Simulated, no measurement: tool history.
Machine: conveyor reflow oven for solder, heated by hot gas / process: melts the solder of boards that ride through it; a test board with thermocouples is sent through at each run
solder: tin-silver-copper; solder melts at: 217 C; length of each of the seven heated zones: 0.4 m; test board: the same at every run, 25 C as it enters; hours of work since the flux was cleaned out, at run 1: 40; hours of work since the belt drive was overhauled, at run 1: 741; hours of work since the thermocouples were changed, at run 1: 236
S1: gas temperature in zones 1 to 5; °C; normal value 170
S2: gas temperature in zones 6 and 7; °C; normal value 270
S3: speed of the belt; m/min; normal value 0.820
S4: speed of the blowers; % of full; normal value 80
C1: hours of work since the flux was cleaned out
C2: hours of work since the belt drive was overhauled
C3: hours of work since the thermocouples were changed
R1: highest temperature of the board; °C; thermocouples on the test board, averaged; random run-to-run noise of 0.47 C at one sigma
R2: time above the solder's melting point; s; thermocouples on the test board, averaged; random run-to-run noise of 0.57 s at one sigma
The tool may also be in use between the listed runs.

{"run": 1, "hour": 0.0, "S1": 170, "S2": 270, "S3": 0.82, "S4": 80, "C1": 40, "C2": 741, "C3": 236, "R1": 253.7, "R2": 44.2}
{"run": 2, "hour": 5.7, "S1": 170, "S2": 270, "S3": 0.82, "S4": 80, "C1": 44, "C2": 744, "C3": 239, "R1": 253.7, "R2": 43.1}
{"run": 3, "hour": 11.9, "S1": 170, "S2": 270, "S3": 0.82, "S4": 80, "C1": 48, "C2": 748, "C3": 243, "R1": 253.3, "R2": 44.0}
{"run": 4, "hour": 19.2, "S1": 170, "S2": 270, "S3": 0.82, "S4": 80, "C1": 53, "C2": 753, "C3": 248, "R1": 253.9, "R2": 44.0}
{"run": 5, "hour": 24.2, "S1": 170, "S2": 270, "S3": 0.82, "S4": 51, "C1": 56, "C2": 757, "C3": 252, "R1": 244.9, "R2": 37.4}
{"run": 6, "hour": 33.4, "S1": 170, "S2": 270, "S3": 0.82, "S4": 51, "C1": 63, "C2": 763, "C3": 258, "R1": 245.8, "R2": 37.3}
{"run": 7, "hour": 39.4, "S1": 170, "S2": 270, "S3": 0.82, "S4": 51, "C1": 67, "C2": 767, "C3": 262, "R1": 245.7, "R2": 36.8}
{"run": 8, "hour": 45.7, "S1": 170, "S2": 270, "S3": 0.82, "S4": 51, "C1": 71, "C2": 771, "C3": 266, "R1": 245.0, "R2": 36.2}
{"run": 9, "hour": 53.0, "S1": 170, "S2": 270, "S3": 0.82, "S4": 80, "C1": 76, "C2": 776, "C3": 271, "R1": 253.0, "R2": 44.1}
{"run": 10, "hour": 58.2, "S1": 170, "S2": 270, "S3": 0.82, "S4": 80, "C1": 79, "C2": 779, "C3": 274, "R1": 253.3, "R2": 44.4}
{"run": 11, "hour": 65.8, "S1": 170, "S2": 270, "S3": 0.82, "S4": 53, "C1": 84, "C2": 784, "C3": 279, "R1": 245.5, "R2": 37.6}
{"run": 12, "hour": 70.5, "S1": 170, "S2": 270, "S3": 0.82, "S4": 53, "C1": 87, "C2": 787, "C3": 282, "R1": 246.5, "R2": 38.8}
{"run": 13, "hour": 77.4, "S1": 170, "S2": 270, "S3": 0.74, "S4": 53, "C1": 92, "C2": 792, "C3": 287, "R1": 249.7, "R2": 44.5}
{"run": 14, "hour": 87.1, "S1": 182, "S2": 270, "S3": 0.82, "S4": 80, "C1": 98, "C2": 798, "C3": 293, "R1": 254.6, "R2": 48.0}
{"run": 15, "hour": 95.5, "S1": 182, "S2": 270, "S3": 0.82, "S4": 80, "C1": 104, "C2": 804, "C3": 299, "R1": 254.5, "R2": 48.2}
{"run": 16, "hour": 103.0, "S1": 182, "S2": 270, "S3": 0.82, "S4": 80, "C1": 109, "C2": 809, "C3": 304, "R1": 255.2, "R2": 48.6}
{"run": 17, "hour": 110.8, "S1": 182, "S2": 270, "S3": 0.82, "S4": 80, "C1": 114, "C2": 814, "C3": 309, "R1": 254.6, "R2": 48.4}
{"run": 18, "hour": 116.6, "S1": 182, "S2": 270, "S3": 0.82, "S4": 80, "C1": 118, "C2": 818, "C3": 313, "R1": 253.7, "R2": 47.2}
{"run": 19, "hour": 124.4, "S1": 171, "S2": 270, "S3": 0.82, "S4": 59, "C1": 123, "C2": 823, "C3": 318, "R1": 247.3, "R2": 40.0}
{"run": 20, "hour": 133.8, "S1": 165, "S2": 264, "S3": 0.82, "S4": 73, "C1": 129, "C2": 829, "C3": 324, "R1": 245.2, "R2": 36.8}
{"run": 21, "hour": 142.5, "S1": 165, "S2": 264, "S3": 0.712, "S4": 73, "C1": 135, "C2": 835, "C3": 330, "R1": 250.0, "R2": 47.7}
{"run": 22, "hour": 149.6, "S1": 170, "S2": 283, "S3": 0.82, "S4": 73, "C1": 140, "C2": 840, "C3": 335, "R1": 261.7, "R2": 48.8}
{"run": 23, "hour": 153.8, "S1": 170, "S2": 283, "S3": 0.82, "S4": 73, "C1": 143, "C2": 843, "C3": 338, "R1": 262.7, "R2": 47.8}
{"run": 24, "hour": 161.0, "S1": 183, "S2": 278, "S3": 0.886, "S4": 69, "C1": 147, "C2": 847, "C3": 342, "R1": 256.7, "R2": 45.0}
{"run": 25, "hour": 166.4, "S1": 183, "S2": 270, "S3": 0.82, "S4": 56, "C1": 151, "C2": 851, "C3": 346, "R1": 249.4, "R2": 44.3}
{"run": 26, "hour": 174.0, "S1": 183, "S2": 270, "S3": 0.82, "S4": 56, "C1": 156, "C2": 856, "C3": 351, "R1": 247.6, "R2": 44.9}
{"run": 27, "hour": 183.5, "S1": 183, "S2": 270, "S3": 0.82, "S4": 56, "C1": 162, "C2": 862, "C3": 357, "R1": 247.9, "R2": 44.5}
{"hour": 189.0, "done": "belt drive overhauled, speed set with a stopwatch"}
{"run": 28, "hour": 194.4, "S1": 170, "S2": 270, "S3": 0.736, "S4": 80, "C1": 167, "C2": 4, "C3": 362, "R1": 255.1, "R2": 50.7}
{"run": 29, "hour": 201.3, "S1": 170, "S2": 270, "S3": 0.736, "S4": 80, "C1": 171, "C2": 8, "C3": 367, "R1": 254.4, "R2": 48.8}
{"run": 30, "hour": 207.7, "S1": 170, "S2": 270, "S3": 0.736, "S4": 80, "C1": 176, "C2": 12, "C3": 371, "R1": 254.4, "R2": 50.3}
{"run": 31, "hour": 215.4, "S1": 170, "S2": 270, "S3": 0.736, "S4": 80, "C1": 181, "C2": 18, "C3": 376, "R1": 253.4, "R2": 48.7}

Forecast each of these 4 alternatives for the next run:
{"run": "A", "hour": 224.6, "S1": 170, "S2": 285, "S3": 0.847, "S4": 80, "C1": 187, "C2": 24, "C3": 382, "R1": "?", "R2": "?"}
{"run": "B", "hour": 224.6, "S1": 170, "S2": 269, "S3": 0.82, "S4": 80, "C1": 187, "C2": 24, "C3": 382, "R1": "?", "R2": "?"}
{"run": "C", "hour": 224.6, "S1": 170, "S2": 270, "S3": 0.82, "S4": 58, "C1": 187, "C2": 24, "C3": 382, "R1": "?", "R2": "?"}
{"run": "D", "hour": 224.6, "S1": 170, "S2": 267, "S3": 0.82, "S4": 80, "C1": 187, "C2": 24, "C3": 382, "R1": "?", "R2": "?"}

run=A R1=262.5 R2=46.1
run=B R1=250.6 R2=41.2
run=C R1=245.6 R2=37.3
run=D R1=248.3 R2=40.1
Take away the tool's hidden state, keep each run's random variation, and the runs would have read:
run=A R1=266.1 R2=47.7
run=B R1=253.8 R2=43.3
run=C R1=248.6 R2=39.8
run=D R1=251.5 R2=42.3
